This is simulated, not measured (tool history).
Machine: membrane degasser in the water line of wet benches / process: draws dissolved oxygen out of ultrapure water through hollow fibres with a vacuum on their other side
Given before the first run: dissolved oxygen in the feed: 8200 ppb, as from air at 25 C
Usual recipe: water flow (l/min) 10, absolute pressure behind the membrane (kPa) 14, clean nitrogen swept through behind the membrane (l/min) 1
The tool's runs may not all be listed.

run,hour,water flow (l/min),absolute pressure behind the membrane (kPa),clean nitrogen swept through behind the membrane (l/min),dissolved oxygen in the water behind the degasser (ppb),pressure that the water loses in the fibres (kPa)
1,0,10,14,1,258.5,62.17
2,23.9,10,14,1,261.1,61.88
3,60,10,14,1,260.2,61.47
4,87.3,10,14,1,259.4,61.95
5,108.4,10,14,1,265,61.21
6,139.7,10,14,1,261.6,61.72
7,182.8,10,13.1,1,237.6,61.53
8,220,10,13.1,1,244,62.01
9,248.3,10,13.1,1,239.2,61.64
10,286.6,10,13.1,1,240.5,61.9
11,317.1,10,13.1,1,240.1,62.1
12,366.7,10,13.1,1,242.4,61.44
# hour 371.2: vacuum gauge calibrated
13,414.1,10,13.1,1,243.5,61.73
14,443.1,10,13.1,1,245.5,61.68
15,483.5,10,13.1,1,242.1,61.44
16,523.9,10,13.1,1,240.4,62.26
# hour 551.1: vacuum gauge calibrated, once more
17,551.8,10,14,1,260.6,62.05
18,590.9,10,10,1.54,115.6,62.22
19,640.2,8,27.5,1,454.5,49.28
20,686.5,8,27.5,1,465.1,49.3
21,718,8,27.5,1,454.5,49.23
22,743.6,12,25.4,1.38,454.8,74.18
23,766.6,12,25.4,1.38,453.2,74.74
24,787.7,6,14,1.52,109.9,37.35
25,832.5,7,12.7,1.22,137,43.63
26,859.9,10,14,2.19,129.7,61.93
27,885.3,15,10.3,1,288,92.95
28,922.6,15,8.5,1,228.7,92.78
29,953.9,15,8.5,1,228.2,92.86
30,990.4,9,18.7,0.94,353.1,55.57
31,1021.5,10,14,1.08,247.2,62.01
32,1055.7,15,26.8,1,804.7,93.07
33,1100.4,15,26.8,1,808,93.14

Difference, measured minus no-hidden-state, one row per run. Run-to-run variation is common to both terms; the gauge's own scatter need not be:
Unlogged tool condition in this case: membrane still open, %; true pressure behind the membrane over the reading, kPa; air that leaks in behind the membrane, l/min; drift of the gauge itself on oxygen_ppb, %; drift of the gauge itself on loss_of_pressure_kpa, %.
run,dissolved oxygen in the water behind the degasser (ppb),pressure that the water loses in the fibres (kPa)
1,+7.1,+0.55
2,+7.3,+0.55
3,+7.4,+0.57
4,+7.3,+0.58
5,+7.6,+0.58
6,+7.6,+0.6
7,+7.2,+0.61
8,+7.4,+0.63
9,+7.4,+0.63
10,+7.4,+0.65
11,+7.5,+0.67
12,+7.7,+0.68
13,+8.2,+0.69
14,+8.4,+0.7
15,+8.3,+0.72
16,+8.3,+0.74
17,+6.1,+0.75
18,+3.5,+0.77
19,+12.7,+0.62
20,+13.1,+0.63
21,+12.9,+0.65
22,+9.7,+0.98
23,+9.8,+1
24,+4.9,+0.5
25,+5.2,+0.6
26,+4.2,+0.86
27,+7.4,+1.31
28,+6.9,+1.33
29,+7,+1.34
30,+9.7,+0.81
31,+7,+0.92
32,+13.9,+1.4
33,+14.2,+1.42

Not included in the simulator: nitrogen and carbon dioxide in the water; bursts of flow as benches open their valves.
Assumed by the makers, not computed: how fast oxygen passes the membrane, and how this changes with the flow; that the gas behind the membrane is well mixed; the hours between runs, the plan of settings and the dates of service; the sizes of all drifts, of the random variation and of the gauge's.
